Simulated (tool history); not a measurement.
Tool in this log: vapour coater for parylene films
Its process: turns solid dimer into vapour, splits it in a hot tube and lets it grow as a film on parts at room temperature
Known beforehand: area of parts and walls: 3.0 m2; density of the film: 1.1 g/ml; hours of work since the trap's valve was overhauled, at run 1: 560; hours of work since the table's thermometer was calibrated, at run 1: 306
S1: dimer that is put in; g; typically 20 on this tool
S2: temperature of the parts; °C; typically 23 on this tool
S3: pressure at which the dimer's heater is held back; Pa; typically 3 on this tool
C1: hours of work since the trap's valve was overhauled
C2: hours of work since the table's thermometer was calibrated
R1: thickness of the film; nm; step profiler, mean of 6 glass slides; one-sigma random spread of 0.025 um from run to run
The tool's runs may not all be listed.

Run 1, hour 0: usual settings; C1 560; C2 306. Result: R1 2750 nm.
Run 2, hour 15.2: usual settings but S2 31 °C; C1 567; C2 313. Result: R1 2280 nm.
At hour 22.6: trap's valve overhauled.
Run 3, hour 33.2: usual settings but S2 31 °C; C1 5; C2 320. Result: R1 2500 nm.
Run 4, hour 56.3: usual settings; C1 15; C2 330. Result: R1 2990 nm.
Run 5, hour 70.5: usual settings; C1 22; C2 337. Result: R1 2970 nm.
Run 6, hour 92.7: usual settings but S3 4.64 Pa; C1 32; C2 347. Result: R1 2750 nm.
Run 7, hour 112.7: usual settings but S1 14 g; C1 41; C2 356. Result: R1 2060 nm.
Run 8, hour 126.8: usual settings but S1 14 g; C1 48; C2 363. Result: R1 2040 nm.
Run 9, hour 142.2: usual settings but S1 14 g; C1 55; C2 370. Result: R1 2040 nm.
Run 10, hour 161.7: usual settings but S1 14 g; C1 64; C2 379. Result: R1 2050 nm.
Run 11, hour 178.9: usual settings; C1 72; C2 387. Result: R1 2900 nm.
Run 12, hour 203.3: usual settings; C1 83; C2 398. Result: R1 2970 nm.
Run 13, hour 216.3: usual settings; C1 89; C2 404. Result: R1 2920 nm.
Run 14, hour 238.2: usual settings; C1 99; C2 414. Result: R1 2930 nm.
Run 15, hour 261.4: usual settings but S1 22 g; C1 110; C2 424. Result: R1 3230 nm.
Run 16, hour 279.6: usual settings but S1 22 g; C1 118; C2 433. Result: R1 3200 nm.
Run 17, hour 292.7: usual settings but S1 22 g, S2 27 °C; C1 124; C2 439. Result: R1 2960 nm.
Run 18, hour 315.8: usual settings but S1 22 g, S2 27 °C; C1 134; C2 449. Result: R1 2970 nm.
Run 19, hour 332.3: usual settings but S1 11 g; C1 142; C2 457. Result: R1 1610 nm.
Run 20, hour 342.5: usual settings but S1 9 g; C1 147; C2 462. Result: R1 1320 nm.
Run 21, hour 354.6: usual settings; C1 152; C2 467. Result: R1 2890 nm.
Run 22, hour 373.3: usual settings; C1 161; C2 476. Result: R1 2880 nm.
Run 23, hour 385.8: usual settings; C1 167; C2 481. Result: R1 2950 nm.
Run 24, hour 410.1: usual settings; C1 178; C2 493. Result: R1 2870 nm.
Run 25, hour 423.6: usual settings but S1 36 g, S2 17 °C, S3 3.67 Pa; C1 184; C2 499. Result: R1 5760 nm.
Run 26, hour 439.6: usual settings but S1 15 g, S3 3.67 Pa; C1 191; C2 506. Result: R1 2070 nm.
Run 27, hour 456: usual settings but S1 21 g, S2 30 °C; C1 199; C2 514. Result: R1 2640 nm.
Run 28, hour 480.2: usual settings but S1 21 g, S2 30 °C; C1 210; C2 525. Result: R1 2620 nm.
Run 29, hour 503.4: usual settings but S1 21 g, S2 30 °C; C1 221; C2 535. Result: R1 2630 nm.
Run 30, hour 525.5: usual settings but S1 21 g, S2 30 °C; C1 231; C2 546. Result: R1 2630 nm.
Run 31, hour 545.9: usual settings but S2 18 °C, S3 3.31 Pa; C1 240; C2 555. Result: R1 3160 nm.
Run 32, hour 568.7: usual settings but S2 18 °C, S3 3.31 Pa; C1 250; C2 565. Result: R1 3220 nm.
Run 33, hour 592.8: usual settings but S2 18 °C, S3 6.18 Pa; C1 261; C2 576. Result: R1 2900 nm.
Run 34, hour 606.6: usual settings but S2 18 °C, S3 6.18 Pa; C1 268; C2 583. Result: R1 2870 nm.

Run 35 has not been measured yet. What should we expect?
Run 35, hour 628.1: usual settings but S1 12 g, S2 18 °C, S3 6.15 Pa; C1 278; C2 593. Result: R1 ?.

R1: 1740 nm
With no hidden state in the tool, this same run would have given R1 1780 nm.

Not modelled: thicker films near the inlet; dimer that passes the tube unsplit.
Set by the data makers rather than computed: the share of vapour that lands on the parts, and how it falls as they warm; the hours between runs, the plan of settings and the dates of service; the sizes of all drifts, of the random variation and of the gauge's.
